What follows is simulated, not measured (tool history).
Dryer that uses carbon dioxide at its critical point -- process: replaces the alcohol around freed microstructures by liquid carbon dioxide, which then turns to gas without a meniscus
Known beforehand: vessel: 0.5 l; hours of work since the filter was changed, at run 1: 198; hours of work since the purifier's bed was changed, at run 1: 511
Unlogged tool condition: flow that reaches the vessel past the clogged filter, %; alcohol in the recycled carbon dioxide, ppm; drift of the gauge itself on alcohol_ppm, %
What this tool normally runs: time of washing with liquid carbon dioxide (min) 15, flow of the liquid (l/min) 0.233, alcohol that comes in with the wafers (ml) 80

| run | hour | time of washing with liquid carbon dioxide (min) | flow of the liquid (l/min) | alcohol that comes in with the wafers (ml) | hours of work since the filter was changed | hours of work since the purifier's bed was changed | alcohol left in the vessel before it's heated (ppm by volume) |
|---|---|---|---|---|---|---|---|
| 1 | 0.0 | 15 | 0.233 | 80 | 198 | 511 | 689 |
| 2 | 37.6 | 15 | 0.233 | 80 | 211 | 523 | 701 |
|  | 45.7 | inlet filter changed |
| 3 | 56.4 | 15 | 0.233 | 80 | 4 | 529 | 544 |
| 4 | 96.0 | 15 | 0.233 | 80 | 17 | 542 | 552 |
| 5 | 126.1 | 15 | 0.365 | 80 | 27 | 552 | 298 |
|  | 152.1 | purifier's bed changed |
| 6 | 158.8 | 15 | 0.289 | 80 | 36 | 2 | 67 |
| 7 | 182.3 | 15 | 0.289 | 80 | 44 | 10 | 85 |
| 8 | 206.4 | 15 | 0.289 | 80 | 52 | 18 | 78 |
| 9 | 236.1 | 15 | 0.247 | 80 | 62 | 28 | 236 |
| 10 | 271.1 | 15 | 0.314 | 80 | 74 | 39 | 61 |
| 11 | 289.1 | 15 | 0.233 | 80 | 80 | 45 | 343 |
| 12 | 312.5 | 13 | 0.233 | 80 | 87 | 53 | 789 |
| 13 | 343.5 | 13 | 0.165 | 80 | 98 | 63 | 3602 |
| 14 | 379.1 | 14 | 0.173 | 110 | 109 | 75 | 3102 |
| 15 | 412.1 | 14 | 0.173 | 110 | 120 | 86 | 3134 |
| 16 | 441.5 | 15 | 0.329 | 31 | 130 | 96 | 66 |
| 17 | 474.0 | 19 | 0.176 | 84 | 141 | 107 | 544 |
| 18 | 496.8 | 16 | 0.307 | 84 | 148 | 114 | 103 |
| 19 | 523.8 | 16 | 0.307 | 84 | 157 | 123 | 104 |
| 20 | 548.5 | 16 | 0.307 | 84 | 165 | 131 | 111 |
| 21 | 575.4 | 16 | 0.309 | 76 | 174 | 140 | 102 |
| 22 | 602.3 | 13 | 0.261 | 67 | 183 | 149 | 508 |
| 23 | 620.3 | 14 | 0.190 | 62 | 189 | 155 | 1436 |
| 24 | 649.5 | 14 | 0.190 | 62 | 199 | 165 | 1479 |
| 25 | 687.9 | 19 | 0.233 | 20 | 212 | 177 | 110 |
|  | 694.0 | inlet filter changed |
| 26 | 719.6 | 19 | 0.233 | 20 | 8 | 187 | 119 |

Each row is a separate what-if for the run after 26, all from the same tool condition, not one after another. Results?
| A | 746.0 | 9 | 0.141 | 80 | 17 | 196 | ? |
| B | 746.0 | 20 | 0.233 | 20 | 17 | 196 | ? |
| C | 746.0 | 11 | 0.236 | 26 | 17 | 196 | ? |
| D | 746.0 | 14 | 0.233 | 36 | 17 | 196 | ? |

| run | alcohol left in the vessel before it's heated (ppm by volume) |
|---|---|
| A | 14921 |
| B | 109 |
| C | 544 |
| D | 283 |
What these runs would have given with no unlogged condition in the tool:
| run | alcohol left in the vessel before it's heated (ppm by volume) |
|---|---|
| A | 14502 |
| B | 10 |
| C | 426 |
| D | 176 |
